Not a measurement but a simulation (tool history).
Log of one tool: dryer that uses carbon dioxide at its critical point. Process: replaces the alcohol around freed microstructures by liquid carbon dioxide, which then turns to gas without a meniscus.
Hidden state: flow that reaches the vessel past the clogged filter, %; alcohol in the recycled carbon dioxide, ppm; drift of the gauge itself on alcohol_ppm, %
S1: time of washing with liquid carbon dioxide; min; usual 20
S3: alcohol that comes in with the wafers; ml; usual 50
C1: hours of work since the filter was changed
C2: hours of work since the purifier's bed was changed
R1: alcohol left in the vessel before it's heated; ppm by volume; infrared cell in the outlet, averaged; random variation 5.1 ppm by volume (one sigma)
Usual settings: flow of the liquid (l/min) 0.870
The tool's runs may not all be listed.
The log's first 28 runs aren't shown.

At day 46.900: purifier's bed changed.
Run 29, day 48.446: usual settings but S1 17 min, flow of the liquid (l/min) 0.680, S3 100 ml; C1 66; C2 16. Result: R1 868 ppm by volume.
Run 30, day 50.862: usual settings but S1 16 min, flow of the liquid (l/min) 1.338; C1 92; C2 42. Result: R1 21 ppm by volume.
Run 31, day 52.279: usual settings but S3 115 ml; C1 107; C2 57. Result: R1 136 ppm by volume.
Run 32, day 53.908: usual settings but S1 19 min, flow of the liquid (l/min) 1.384, S3 32 ml; C1 125; C2 75. Result: R1 2 ppm by volume.
Run 33, day 55.117: usual settings but S1 15 min, flow of the liquid (l/min) 0.664, S3 94 ml; C1 138; C2 88. Result: R1 1536 ppm by volume.
Run 34, day 56.292: usual settings but flow of the liquid (l/min) 0.980; C1 150; C2 100. Result: R1 32 ppm by volume.
Run 35, day 57.921: usual settings but flow of the liquid (l/min) 0.980; C1 168; C2 118. Result: R1 37 ppm by volume.
Run 36, day 59.808: usual settings but flow of the liquid (l/min) 0.980; C1 188; C2 138. Result: R1 47 ppm by volume.
Run 37, day 61.696: usual settings but flow of the liquid (l/min) 0.593, S3 66 ml; C1 208; C2 158. Result: R1 619 ppm by volume.
Run 38, day 63.396: usual settings but S1 12 min, flow of the liquid (l/min) 0.970, S3 114 ml; C1 226; C2 176. Result: R1 1084 ppm by volume.

Run 39 comes next. What will it give?
Run 39, day 65.683: usual settings but S1 22 min, flow of the liquid (l/min) 0.601, S3 64 ml; C1 250; C2 200. Result: R1 ?.

{"run 39": {"R1": 393}}
Without the tool's hidden state the same run would have given R1 259 ppm by volume.

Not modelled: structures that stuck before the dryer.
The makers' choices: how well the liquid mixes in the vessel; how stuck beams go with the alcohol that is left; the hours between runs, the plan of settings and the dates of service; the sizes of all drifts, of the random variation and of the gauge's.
